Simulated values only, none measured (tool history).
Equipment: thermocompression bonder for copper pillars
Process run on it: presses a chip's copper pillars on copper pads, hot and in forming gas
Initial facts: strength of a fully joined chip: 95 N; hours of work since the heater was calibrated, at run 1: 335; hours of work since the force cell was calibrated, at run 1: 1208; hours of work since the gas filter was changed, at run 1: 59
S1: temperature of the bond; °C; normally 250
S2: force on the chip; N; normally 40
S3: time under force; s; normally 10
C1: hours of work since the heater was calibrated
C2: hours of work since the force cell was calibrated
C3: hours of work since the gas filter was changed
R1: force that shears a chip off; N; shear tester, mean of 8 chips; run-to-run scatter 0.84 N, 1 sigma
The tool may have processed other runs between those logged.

run    hour   S1  S2  S3    C1    C2   C3    R1
  1       0  250  40  10   335  1208   59  62.4
  2    58.9  250  40  10   371  1244   95  58.5
  3   100.7  250  40  10   397  1270  121  59.6
  4   176.2  246  40  10   443  1316  167  56.3
      187.4  -- force cell calibrated
      210.2  -- forming gas filter changed
  5   217.6  246  40  10   467    18    4  57.8
  6   265.5  246  40  10   496    47   34  57.4
  7   311.3  232  40  10   524    75   62  46.1
  8   364.6  232  40  10   556   108   94  45.7
      396.2  -- force cell calibrated, once more
  9   411.1  232  40  10   584     9  122  50.7
 10     455  245  40  10   611    36  148  57.4
 11   511.2  274  40  10   645    70  183    73
      515.4  -- forming gas filter changed
 12   550.8  274  40  10   669    94   22  76.5
 13     604  250  37  10   701   126   54  59.9
 14     659  242  40  10   735   160   88    57
 15   709.1  250  40  10   765   191  118  59.9
 16   782.7  250  40  10   810   235  163  59.2
        823  -- forming gas filter changed
 17   828.2  250  40  10   838   263    3  62.9
 18   881.5  250  40  10   870   295   36  61.3
 19   941.8  250  40  10   907   332   72  59.6
 20   996.8  250  40  10   941   366  106  60.5
 21  1072.2  250  40  10   987   412  152  57.8
     1126.2  -- forming gas filter changed
 22  1136.2  250  40  10  1025   450    6  63.5
 23    1177  248  48  14  1050   475   31    73
 24  1228.8  248  48  14  1082   507   63    72
 25    1270  250  40   5  1107   532   88  49.1
 26  1306.9  277  40  10  1129   555  110  76.2
 27  1389.1  250  34   7  1180   605  160  45.9
     1430.1  -- forming gas filter changed
 28  1448.4  250  34   7  1215   641   11  48.9
 29  1516.5  231  34  15  1257   682   53  48.3
 30  1584.1  251  34   6  1298   723   94  44.5
 31  1649.2  251  34   6  1338   763  134    44
 32  1730.5  232  32  23  1388   813  183  49.4
     1738.4  -- forming gas filter changed
 33  1798.6  253  30   5  1429   854   37  38.1
 34  1844.7  253  30   5  1457   882   65  39.3
 35  1924.9  253  30   5  1506   931  114  36.9
 36  1991.3  253  30   5  1546   971  154  37.5
     2044.3  -- forming gas filter changed
 37  2068.1  253  30   5  1593  1018   15  39.5
 38    2153  253  30   5  1645  1070   66    37
 39  2223.8  256  26  21  1688  1113  110  57.1

Below are 3 alternative next runs, each starting from the tool's condition after run 39. Predict each:
  A  2297.7  246  24  21  1733  1158  155   ?
  B  2297.7  265  32  21  1733  1158  155   ?
  C  2297.7  272  26  18  1733  1158  155   ?

run    R1
  A  44.6
  B  67.7
  C  61.4
With no hidden state in the tool, these same runs would have given:
run    R1
  A  56.4
  B  79.8
  C  73.7
